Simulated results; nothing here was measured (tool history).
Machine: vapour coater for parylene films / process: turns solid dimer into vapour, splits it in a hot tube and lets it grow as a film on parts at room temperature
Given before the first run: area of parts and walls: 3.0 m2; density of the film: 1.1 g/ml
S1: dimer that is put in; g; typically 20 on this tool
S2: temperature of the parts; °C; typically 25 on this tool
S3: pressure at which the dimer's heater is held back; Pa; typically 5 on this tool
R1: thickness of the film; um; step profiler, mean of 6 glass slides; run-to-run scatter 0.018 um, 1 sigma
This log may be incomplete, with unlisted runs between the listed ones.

Run 1, hour 0: usual settings. Result: R1 3.54 um.
Run 2, hour 17.9: usual settings but S3 4.28 Pa. Result: R1 3.58 um.
Run 3, hour 38: usual settings but S3 4.28 Pa. Result: R1 3.6 um.
Run 4, hour 75.6: usual settings but S3 4.28 Pa. Result: R1 3.52 um.
Run 5, hour 94: usual settings but S3 4.28 Pa. Result: R1 3.53 um.
Run 6, hour 131.5: usual settings but S3 4.28 Pa. Result: R1 3.52 um.
Run 7, hour 152.7: usual settings. Result: R1 3.41 um.
Run 8, hour 171.9: usual settings but S2 27 °C. Result: R1 3.28 um.
Run 9, hour 195.4: usual settings but S2 27 °C. Result: R1 3.28 um.
Run 10, hour 215.4: usual settings. Result: R1 3.37 um.
At hour 237.3: trap's valve overhauled.
Run 11, hour 258: usual settings but S3 3.8 Pa. Result: R1 3.8 um.
Run 12, hour 286.3: usual settings but S1 14 g. Result: R1 2.52 um.
Run 13, hour 302.8: usual settings but S3 3.28 Pa. Result: R1 3.82 um.
Run 14, hour 323.3: usual settings but S3 3.28 Pa. Result: R1 3.78 um.
Run 15, hour 342.3: usual settings but S1 22 g. Result: R1 3.95 um.
Run 16, hour 361.2: usual settings but S1 22 g. Result: R1 3.95 um.
Run 17, hour 381.9: usual settings but S1 13 g, S3 4.78 Pa. Result: R1 2.33 um.
Run 18, hour 407.2: usual settings but S1 13 g, S3 4.78 Pa. Result: R1 2.33 um.
Run 19, hour 444.6: usual settings but S1 31 g, S2 31 °C, S3 4.78 Pa. Result: R1 4.91 um.
Run 20, hour 462: usual settings but S1 31 g, S2 31 °C, S3 4.78 Pa. Result: R1 4.91 um.
Run 21, hour 497.2: usual settings but S1 32 g. Result: R1 5.55 um.
Run 22, hour 527.5: usual settings but S2 34 °C. Result: R1 2.94 um.
Run 23, hour 555.6: usual settings but S2 34 °C. Result: R1 2.94 um.
Run 24, hour 589.8: usual settings but S1 9 g, S2 34 °C, S3 5.85 Pa. Result: R1 1.27 um.
Run 25, hour 616.8: usual settings but S1 31 g, S2 20 °C, S3 2.29 Pa. Result: R1 6.42 um.
Run 26, hour 644: usual settings but S1 28 g, S2 21 °C, S3 10.72 Pa. Result: R1 4.62 um.
Run 27, hour 676.1: usual settings but S1 28 g, S2 21 °C, S3 10.72 Pa. Result: R1 4.61 um.
At hour 692.1: trap's valve overhauled.
Run 28, hour 701.6: usual settings but S1 18 g, S2 36 °C, S3 9.07 Pa. Result: R1 2.46 um.
Run 29, hour 731.8: usual settings but S1 18 g, S2 36 °C, S3 9.07 Pa. Result: R1 2.44 um.
Run 30, hour 762.3: usual settings but S1 35 g, S2 34 °C, S3 9.07 Pa. Result: R1 4.94 um.
Run 31, hour 787.9: usual settings but S1 35 g, S2 34 °C, S3 9.07 Pa. Result: R1 4.87 um.
Run 32, hour 819.9: usual settings but S1 8 g, S2 17 °C, S3 9.99 Pa. Result: R1 1.5 um.

Difference, measured minus no-hidden-state, one row per run. Run-to-run variation is common to both terms; the gauge's own scatter need not be:
The hidden state here: vapour lost through the trap's worn valve, %; true temperature of the parts over the reading, C; drift of the gauge itself on film_um, %.
run     R1
  1  -0.15
  2  -0.17
  3  -0.18
  4   -0.2
  5  -0.22
  6  -0.23
  7  -0.24
  8  -0.25
  9  -0.27
 10  -0.29
 11  -0.04
 12  -0.04
 13  -0.07
 14  -0.09
 15   -0.1
 16  -0.11
 17  -0.08
 18  -0.09
 19  -0.23
 20  -0.23
 21   -0.3
 22  -0.18
 23   -0.2
 24   -0.1
 25  -0.51
 26  -0.39
 27  -0.42
 28  -0.03
 29  -0.05
 30  -0.11
 31  -0.14
 32  -0.05
